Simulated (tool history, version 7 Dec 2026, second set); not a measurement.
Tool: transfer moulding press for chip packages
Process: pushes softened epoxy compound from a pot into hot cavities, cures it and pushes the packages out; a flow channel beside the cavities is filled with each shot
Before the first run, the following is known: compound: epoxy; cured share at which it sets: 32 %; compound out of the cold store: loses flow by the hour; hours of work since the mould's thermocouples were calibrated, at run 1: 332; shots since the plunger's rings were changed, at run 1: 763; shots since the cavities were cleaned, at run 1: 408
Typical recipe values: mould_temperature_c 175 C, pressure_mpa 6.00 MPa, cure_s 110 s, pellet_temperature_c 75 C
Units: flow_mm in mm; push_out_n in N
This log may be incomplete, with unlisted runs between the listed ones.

| run | hour | mould_temperature_c | pressure_mpa | cure_s | pellet_temperature_c | hours of work since the mould's thermocouples were calibrated | shots since the plunger's rings were changed | shots since the cavities were cleaned | incoming compound's hours out of the cold store | flow_mm | push_out_n |
|---|---|---|---|---|---|---|---|---|---|---|---|
| 1 | 0.0 | 175 | 6.00 | 110 | 75 | 332 | 763 | 408 | 25.2 | 686 | 489 |
| 2 | 12.2 | 175 | 6.00 | 110 | 66 | 339 | 881 | 526 | 39.2 | 635 | 471 |
| 3 | 20.0 | 175 | 6.00 | 110 | 75 | 344 | 955 | 600 | 21.5 | 698 | 508 |
|  | 33.2 | cavities cleaned with cleaning compound and waxed |
| 4 | 35.3 | 175 | 6.00 | 110 | 75 | 352 | 1087 | 20 | 44.2 | 615 | 459 |
| 5 | 51.6 | 175 | 6.00 | 110 | 75 | 361 | 1243 | 176 | 36.1 | 642 | 477 |
| 6 | 62.4 | 175 | 6.00 | 110 | 75 | 368 | 1346 | 279 | 8.2 | 763 | 475 |
| 7 | 78.2 | 175 | 6.00 | 110 | 75 | 377 | 1497 | 430 | 23.6 | 693 | 470 |
| 8 | 88.3 | 175 | 6.00 | 110 | 75 | 383 | 1594 | 527 | 32.0 | 660 | 495 |
| 9 | 98.7 | 170 | 6.00 | 110 | 75 | 389 | 1694 | 627 | 19.2 | 728 | 651 |
|  | 109.4 | cavities cleaned with cleaning compound and waxed |
| 10 | 109.5 | 170 | 6.00 | 110 | 75 | 394 | 1783 | 1 | 40.9 | 641 | 577 |
| 11 | 121.0 | 170 | 6.00 | 110 | 75 | 401 | 1893 | 111 | 46.6 | 616 | 573 |
| 12 | 132.9 | 170 | 6.00 | 110 | 75 | 408 | 2006 | 224 | 40.6 | 641 | 572 |
| 13 | 144.9 | 172 | 6.00 | 110 | 75 | 415 | 2121 | 339 | 18.1 | 724 | 539 |
| 14 | 157.5 | 172 | 6.00 | 110 | 75 | 422 | 2242 | 460 | 34.6 | 667 | 536 |
| 15 | 173.8 | 180 | 6.00 | 147 | 78 | 431 | 2398 | 616 | 10.0 | 746 | 421 |
| 16 | 182.0 | 180 | 6.00 | 147 | 78 | 436 | 2476 | 694 | 11.0 | 742 | 418 |
|  | 186.5 | cavities cleaned with cleaning compound and waxed |
| 17 | 196.7 | 175 | 4.71 | 110 | 77 | 444 | 2602 | 97 | 8.1 | 679 | 485 |
| 18 | 211.3 | 175 | 4.71 | 110 | 77 | 452 | 2742 | 237 | 10.2 | 667 | 487 |
| 19 | 224.2 | 183 | 6.10 | 110 | 77 | 460 | 2866 | 361 | 33.3 | 644 | 432 |
| 20 | 239.5 | 175 | 4.51 | 110 | 76 | 469 | 3013 | 508 | 26.6 | 598 | 464 |
| 21 | 247.9 | 173 | 6.00 | 110 | 67 | 474 | 3093 | 588 | 20.5 | 715 | 534 |
|  | 258.6 | plunger's sealing rings changed |
|  | 264.7 | cavities cleaned with cleaning compound and waxed |
| 22 | 268.5 | 173 | 6.00 | 110 | 67 | 483 | 80 | 36 | 23.4 | 702 | 499 |
|  | 272.8 | mould's thermocouples calibrated |
| 23 | 279.5 | 179 | 4.90 | 110 | 79 | 4 | 166 | 122 | 16.0 | 648 | 424 |
| 24 | 292.3 | 179 | 4.90 | 110 | 79 | 11 | 288 | 244 | 46.2 | 547 | 425 |
| 25 | 300.6 | 182 | 6.00 | 110 | 85 | 16 | 368 | 324 | 48.0 | 585 | 423 |
| 26 | 312.3 | 182 | 6.00 | 110 | 85 | 23 | 480 | 436 | 29.2 | 655 | 420 |
| 27 | 320.5 | 182 | 6.00 | 110 | 85 | 28 | 558 | 514 | 32.6 | 646 | 434 |

What differs in the tool's unlogged condition from the final listed run ahead of each entry between runs to the first listed run following it?
Logged between run 3 and run 4: cavities cleaned with cleaning compound and waxed (hour 33.2)
  pressure that reaches the compound, % of what is set: 99.94 -> 99.93; grip of the stained cavities, % over clean ones': 0.8 -> 0
Logged between run 9 and run 10: cavities cleaned with cleaning compound and waxed (hour 109.4)
  pressure that reaches the compound, % of what is set: 99.89 -> 99.88; grip of the stained cavities, % over clean ones': 0.8 -> 0
Logged between run 16 and run 17: cavities cleaned with cleaning compound and waxed (hour 186.5)
  pressure that reaches the compound, % of what is set: 99.83 -> 99.82; grip of the stained cavities, % over clean ones': 0.9 -> 0.2
Logged between run 21 and run 22: plunger's sealing rings changed (hour 258.6); cavities cleaned with cleaning compound and waxed (hour 264.7)
  pressure that reaches the compound, % of what is set: 99.79 -> 99.98; grip of the stained cavities, % over clean ones': 0.9 -> 0.1
Logged between run 22 and run 23: mould's thermocouples calibrated (hour 272.8)
  true mould temperature over the reading, C: 0 -> 0.01; grip of the stained cavities, % over clean ones': 0.1 -> 0.2

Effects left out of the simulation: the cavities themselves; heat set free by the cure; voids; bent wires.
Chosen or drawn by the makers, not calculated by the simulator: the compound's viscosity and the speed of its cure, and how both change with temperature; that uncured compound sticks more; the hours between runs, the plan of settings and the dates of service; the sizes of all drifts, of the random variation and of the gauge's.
